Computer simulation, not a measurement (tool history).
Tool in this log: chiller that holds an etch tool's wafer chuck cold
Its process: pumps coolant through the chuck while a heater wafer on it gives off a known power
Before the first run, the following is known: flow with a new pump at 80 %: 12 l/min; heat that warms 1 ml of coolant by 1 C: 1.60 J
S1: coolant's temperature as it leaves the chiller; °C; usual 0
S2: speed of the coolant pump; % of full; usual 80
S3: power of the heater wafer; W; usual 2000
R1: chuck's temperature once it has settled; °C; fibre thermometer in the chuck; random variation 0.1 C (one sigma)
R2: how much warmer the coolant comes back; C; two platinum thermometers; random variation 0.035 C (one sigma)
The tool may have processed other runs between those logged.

run	hour	S1	S2	S3	R1	R2
1	0.0	0	80	2000	21.7	6.23
2	187.9	-9	80	2000	12.6	6.19
3	397.4	0	80	2000	21.8	6.28
4	540.6	0	80	2000	21.8	6.29
5	739.2	0	99	2000	18.5	4.90
6	916.5	0	99	2000	18.6	4.90
7	1100.0	0	84	2000	21.0	5.92
8	1287.7	6	80	2000	27.7	6.29
# hour 1513.4: coolant pump overhauled
9	1513.4	6	80	2000	27.8	6.28
10	1620.0	5	80	2000	26.9	6.28
11	1728.3	5	80	2000	26.8	6.26
12	1850.3	5	80	2000	26.7	6.22
13	2077.0	5	80	2000	26.6	6.18
14	2265.3	5	96	2000	23.9	5.09
15	2412.9	5	96	2000	23.8	5.06
16	2584.1	5	80	2000	26.8	6.31
# hour 2763.7: chiller's thermometer calibrated
17	2811.6	-5	93	1451	9.1	3.80
18	2994.6	-5	93	1451	9.1	3.83
19	3181.0	-5	93	1451	9.1	3.81
20	3413.3	-5	93	1451	9.2	3.82
21	3639.4	-6	85	1451	9.1	4.20
22	3756.4	-10	67	2000	14.7	7.68
23	3917.7	-2	72	2106	22.5	7.38
24	4060.7	-2	72	2106	22.7	7.39
# hour 4123.5: coolant changed, channels flushed
25	4199.2	-8	86	1343	5.8	3.89
26	4387.9	-8	86	1343	5.7	3.87
27	4551.8	-8	70	2155	17.7	7.80
28	4745.7	-8	70	2155	17.7	7.80
29	4901.6	-8	70	1061	4.8	3.83
30	5102.2	-8	70	1061	4.6	3.86

What does the tool deliver on the next run?
31	5295.5	0	80	2331	?	?

R1: 25.1 °C
R2: 7.38 C
Had the tool carried no hidden state, the very same run would have given R1 25.1 °C, R2 7.38 C.
